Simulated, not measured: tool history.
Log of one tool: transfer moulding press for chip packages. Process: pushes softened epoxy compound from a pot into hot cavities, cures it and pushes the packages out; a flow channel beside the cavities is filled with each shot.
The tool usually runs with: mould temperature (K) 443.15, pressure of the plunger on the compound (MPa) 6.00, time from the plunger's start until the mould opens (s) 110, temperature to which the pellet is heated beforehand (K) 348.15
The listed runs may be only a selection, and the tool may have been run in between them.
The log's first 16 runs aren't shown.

run,hour,mould temperature (K),pressure of the plunger on the compound (MPa),time from the plunger's start until the mould opens (s),temperature to which the pellet is heated beforehand (K),hours of work since the mould's thermocouples were calibrated,shots since the plunger's rings were changed,shots since the cavities were cleaned,incoming compound's hours out of the cold store,length that the compound runs in the flow channel (mm),greatest force on the pins that push the packages out (N)
17,318.1,437.15,6.92,115,348.15,559,2880,315,36.6,882,462
18,333.9,437.15,6.92,115,348.15,567,3012,447,30.6,907,516
19,348.2,437.15,6.92,115,348.15,574,3132,567,28.4,908,547
# hour 354.6: cavities cleaned with cleaning compound and waxed
20,364.2,442.15,6.90,106,342.15,581,3254,81,47.4,821,332
21,381.7,449.15,6.00,110,348.15,590,3401,228,31.8,790,328
22,393.2,449.15,6.00,110,345.15,596,3497,324,8.3,887,362
23,411.2,449.15,6.00,110,341.15,605,3647,474,14.4,860,387
# hour 427.4: cavities cleaned with cleaning compound and waxed
24,431.2,449.15,6.00,110,341.15,614,3803,32,23.5,818,284
25,449.1,449.15,6.00,92,341.15,623,3953,182,37.8,776,369
26,464.7,449.15,6.00,92,341.15,631,4083,312,42.7,758,369
27,478.8,446.15,5.81,143,341.15,638,4202,431,9.0,874,364
# hour 500.2: cavities cleaned with cleaning compound and waxed
28,503.5,446.15,5.81,143,341.15,650,4395,27,31.3,786,273
29,522.5,443.15,6.47,110,348.15,659,4554,186,22.9,873,347
30,538.9,443.15,6.00,110,353.15,668,4692,324,11.0,880,386

Predict each of these 3 candidate next runs independently; none follows another, all start after run 30:
A,559.9,443.15,6.00,103,346.15,678,4868,500,45.3,?,?
B,559.9,443.15,7.25,96,353.15,678,4868,500,34.7,?,?
C,559.9,448.15,6.80,130,348.15,678,4868,500,29.7,?,?

run,length that the compound runs in the flow channel (mm),greatest force on the pins that push the packages out (N)
A,750,421
B,881,468
C,850,365
Had the tool no hidden state, the same runs would have come out as:
run,length that the compound runs in the flow channel (mm),greatest force on the pins that push the packages out (N)
A,788,316
B,926,355
C,894,264
